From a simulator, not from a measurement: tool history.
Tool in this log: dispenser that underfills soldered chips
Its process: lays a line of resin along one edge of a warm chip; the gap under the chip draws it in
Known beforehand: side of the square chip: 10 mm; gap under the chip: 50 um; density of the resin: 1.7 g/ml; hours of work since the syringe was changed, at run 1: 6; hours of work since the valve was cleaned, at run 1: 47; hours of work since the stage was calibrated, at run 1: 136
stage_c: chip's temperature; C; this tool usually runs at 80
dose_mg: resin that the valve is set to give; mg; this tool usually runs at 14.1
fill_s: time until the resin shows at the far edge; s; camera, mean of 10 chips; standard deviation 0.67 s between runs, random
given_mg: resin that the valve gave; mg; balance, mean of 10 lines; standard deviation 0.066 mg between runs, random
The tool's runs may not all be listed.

| run | hour | stage_c | dose_mg | hours of work since the syringe was changed | hours of work since the valve was cleaned | hours of work since the stage was calibrated | fill_s | given_mg |
|---|---|---|---|---|---|---|---|---|
| 1 | 0 | 80 | 14.1 | 6 | 47 | 136 | 78.4 | 13.66 |
|  | 1 | new syringe of resin |
| 2 | 5 | 80 | 14.1 | 3 | 50 | 139 | 68.5 | 13.54 |
| 3 | 9 | 80 | 14.1 | 5 | 52 | 142 | 76 | 13.56 |
|  | 11.4 | new syringe of resin |
| 4 | 11.9 | 80 | 14.1 | 0 | 54 | 143 | 58.4 | 13.53 |
| 5 | 16 | 80 | 14.1 | 3 | 56 | 146 | 66.6 | 13.44 |
| 6 | 21.2 | 80 | 14.1 | 6 | 60 | 149 | 78 | 13.39 |
|  | 22 | new syringe of resin |
| 7 | 26.7 | 80 | 14.1 | 3 | 63 | 153 | 70.2 | 13.45 |
|  | 29.3 | dispensing valve cleaned and set on the balance |
| 8 | 32.6 | 80 | 14.1 | 6 | 2 | 156 | 79.3 | 14.06 |
|  | 33.4 | new syringe of resin |
| 9 | 37.9 | 80 | 14.1 | 3 | 5 | 159 | 67.1 | 14.13 |
|  | 43.9 | new syringe of resin |
| 10 | 44 | 80 | 14.1 | 0 | 9 | 163 | 58.7 | 13.95 |
| 11 | 49.4 | 80 | 14.1 | 4 | 12 | 166 | 68.8 | 13.83 |
| 12 | 52.2 | 80 | 14.1 | 5 | 14 | 168 | 76.2 | 13.88 |
|  | 54.4 | new syringe of resin |
| 13 | 56.9 | 76 | 14.1 | 2 | 17 | 171 | 71.6 | 14 |
| 14 | 61.2 | 76 | 14.1 | 4 | 20 | 173 | 82.4 | 13.86 |
|  | 64.8 | new syringe of resin |
| 15 | 66.1 | 76 | 14.1 | 1 | 23 | 176 | 68.8 | 13.9 |
| 16 | 68.9 | 80 | 12.8 | 3 | 24 | 178 | 68.1 | 12.58 |
| 17 | 73 | 80 | 12.8 | 5 | 27 | 181 | 75.6 | 12.44 |
|  | 75.2 | new syringe of resin |
| 18 | 78.5 | 69 | 14.1 | 2 | 30 | 184 | 92.8 | 13.74 |
| 19 | 84 | 69 | 14.1 | 6 | 34 | 187 | 112.8 | 13.8 |
|  | 85.5 | new syringe of resin |
| 20 | 88 | 69 | 14.1 | 2 | 36 | 190 | 93.4 | 13.62 |
| 21 | 90.4 | 78 | 16.7 | 3 | 38 | 191 | 71.2 | 16.22 |
| 22 | 92.8 | 77 | 17.9 | 5 | 39 | 193 | 78.6 | 17.39 |
|  | 95.9 | new syringe of resin |
| 23 | 97 | 77 | 17.9 | 1 | 41 | 195 | 66.3 | 17.3 |
| 24 | 102.8 | 77 | 17.1 | 4 | 45 | 199 | 80.7 | 16.52 |
|  | 106.2 | new syringe of resin |
| 25 | 106.7 | 89 | 12 | 0 | 47 | 201 | 46.4 | 11.46 |
| 26 | 112.6 | 76 | 14.8 | 4 | 51 | 205 | 82.2 | 14.18 |
|  | 116.4 | new syringe of resin |
| 27 | 118 | 91 | 14.1 | 1 | 54 | 208 | 43.7 | 13.42 |
| 28 | 122.7 | 91 | 14.1 | 4 | 57 | 211 | 49 | 13.46 |
|  | 127 | new syringe of resin |
| 29 | 128.6 | 81 | 12.3 | 1 | 61 | 215 | 60.4 | 11.68 |
| 30 | 132.4 | 82 | 14.1 | 3 | 63 | 217 | 63.1 | 13.41 |
|  | 134.7 | dispensing valve cleaned and set on the balance |
| 31 | 136.6 | 87 | 13.7 | 5 | 1 | 219 | 59.7 | 13.83 |
|  | 138.5 | new syringe of resin |
| 32 | 139.7 | 92 | 12.3 | 1 | 3 | 221 | 41.9 | 12.23 |
| 33 | 142.5 | 92 | 12.3 | 3 | 5 | 223 | 44.6 | 12.23 |
| 34 | 145.8 | 87 | 17.8 | 5 | 7 | 225 | 57.3 | 17.77 |
|  | 148.7 | new syringe of resin |
| 35 | 150 | 94 | 12.2 | 1 | 9 | 227 | 38.8 | 12.03 |

What if the next run were any one of these 3? Each begins from the tool's condition after run 35:
| A | 152.5 | 80 | 16.7 | 2 | 11 | 229 | ? | ? |
| B | 152.5 | 70 | 13.5 | 2 | 11 | 229 | ? | ? |
| C | 152.5 | 94 | 17 | 2 | 11 | 229 | ? | ? |

| run | fill_s | given_mg |
|---|---|---|
| A | 65 | 16.54 |
| B | 93.9 | 13.42 |
| C | 41.9 | 16.86 |
The same runs, with their run-to-run variation unchanged, on a tool lacking any hidden condition would have given:
| run | fill_s | given_mg |
|---|---|---|
| A | 59.1 | 16.64 |
| B | 85.3 | 13.5 |
| C | 38 | 16.97 |
